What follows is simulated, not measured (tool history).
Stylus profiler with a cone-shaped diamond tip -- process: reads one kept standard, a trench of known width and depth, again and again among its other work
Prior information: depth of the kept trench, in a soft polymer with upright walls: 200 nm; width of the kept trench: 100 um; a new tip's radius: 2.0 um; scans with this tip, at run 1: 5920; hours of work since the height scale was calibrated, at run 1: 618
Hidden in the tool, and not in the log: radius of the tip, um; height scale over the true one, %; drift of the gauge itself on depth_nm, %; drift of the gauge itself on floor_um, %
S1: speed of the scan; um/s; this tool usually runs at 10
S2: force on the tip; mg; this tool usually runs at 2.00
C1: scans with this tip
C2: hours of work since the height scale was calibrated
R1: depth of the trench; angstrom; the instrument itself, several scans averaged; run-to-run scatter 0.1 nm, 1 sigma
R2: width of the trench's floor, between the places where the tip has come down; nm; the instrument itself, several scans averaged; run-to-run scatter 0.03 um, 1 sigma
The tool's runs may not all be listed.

run,hour,S1,S2,C1,C2,R1,R2
1,0.0,10,2.00,5920,618,2028.7,97680
2,11.7,3,2.00,5985,625,2028.1,97740
3,24.4,3,2.00,6057,633,2027.2,97780
4,44.7,3,2.00,6171,644,2028.5,97700
5,68.3,3,2.00,6304,658,2030.5,97700
6,84.1,3,2.00,6393,668,2027.5,97710
7,98.6,3,4.10,6474,676,2041.7,97670
8,110.6,10,2.00,6542,683,2028.0,97670
9,125.6,10,2.00,6626,692,2027.6,97660
10,139.4,10,2.00,6704,700,2027.5,97630
11,159.8,10,2.00,6819,712,2029.0,97670
12,180.5,10,2.00,6935,724,2030.6,97640
13,205.2,10,2.00,7074,739,2028.8,97630
# hour 207.0: height scale calibrated on a step standard
14,223.2,10,2.00,7173,9,2029.2,97650
15,248.0,10,2.00,7312,24,2030.5,97600
# hour 261.0: height scale calibrated on a step standard, once more
16,264.9,10,2.00,7405,2,2025.4,97600
17,289.8,7,2.00,7545,17,2024.6,97570
18,315.0,10,2.00,7686,32,2023.5,97580
19,326.6,10,2.00,7751,39,2024.1,97620
20,342.8,10,2.00,7843,48,2024.0,97520
21,359.5,10,2.28,7937,58,2026.0,97480
22,382.2,10,2.00,8064,71,2022.4,97550
23,402.7,10,1.57,8180,83,2020.9,97550
24,417.3,8,1.33,8262,92,2019.7,97490
25,437.4,8,1.33,8375,104,2020.7,97510
26,454.9,29,4.38,8474,114,2041.4,97440
27,473.1,17,1.48,8576,125,2020.4,97450
28,493.7,2,1.19,8692,137,2017.3,97510
29,517.4,10,4.22,8825,151,2039.0,97540
30,542.5,7,2.57,8966,165,2028.9,97520
31,567.7,2,1.84,9108,180,2023.3,97540
32,589.4,2,1.84,9230,193,2024.8,97490
33,607.0,2,1.84,9329,203,2025.4,97480
34,625.0,8,1.84,9430,214,2023.1,97520
35,636.2,10,4.81,9494,220,2043.7,97480
36,653.6,10,4.81,9592,231,2045.1,97450
37,675.1,9,1.79,9712,243,2025.2,97400
38,699.7,11,5.26,9851,258,2046.2,97380
39,714.8,11,5.26,9936,267,2047.0,97430
40,733.9,29,3.73,10043,278,2037.7,97370
41,750.0,29,3.73,10134,287,2038.3,97320
42,773.1,29,3.73,10264,301,2038.2,97330
43,799.3,9,2.05,10411,316,2025.0,97390
44,813.8,6,0.89,10493,325,2016.3,97350
45,837.9,6,0.89,10629,339,2016.8,97430
46,858.1,6,0.89,10742,351,2016.6,97360

Some steps in R1, run to run, broken into two amounts with sign: the step expected even without the hidden condition (settings, incoming material, random variation), and the rest, left for the hidden condition together with whatever gauge scatter is not in both the measured and the hidden-condition-free result:
Run 4 -> 5: no setting touched and nothing written in the log between the runs. R1 +2.0 angstrom: hidden state +0.2, all else +1.8.
Run 13 -> 14: height scale calibrated on a step standard. R1 +0.4 angstrom: hidden state +1.5, all else -1.1.
Run 15 -> 16: height scale calibrated on a step standard, once more. R1 -5.1 angstrom: hidden state -6.6, all else +1.5.
Run 26 -> 27: S1 29 -> 17, S2 4.38 -> 1.48. R1 -21.0 angstrom: hidden state +0.1, all else -21.1.
Run 28 -> 29: S1 2 -> 10, S2 1.19 -> 4.22. R1 +21.7 angstrom: hidden state +0.1, all else +21.6.
Run 37 -> 38: S1 9 -> 11, S2 1.79 -> 5.26. R1 +21.0 angstrom: hidden state +0.1, all else +20.9.
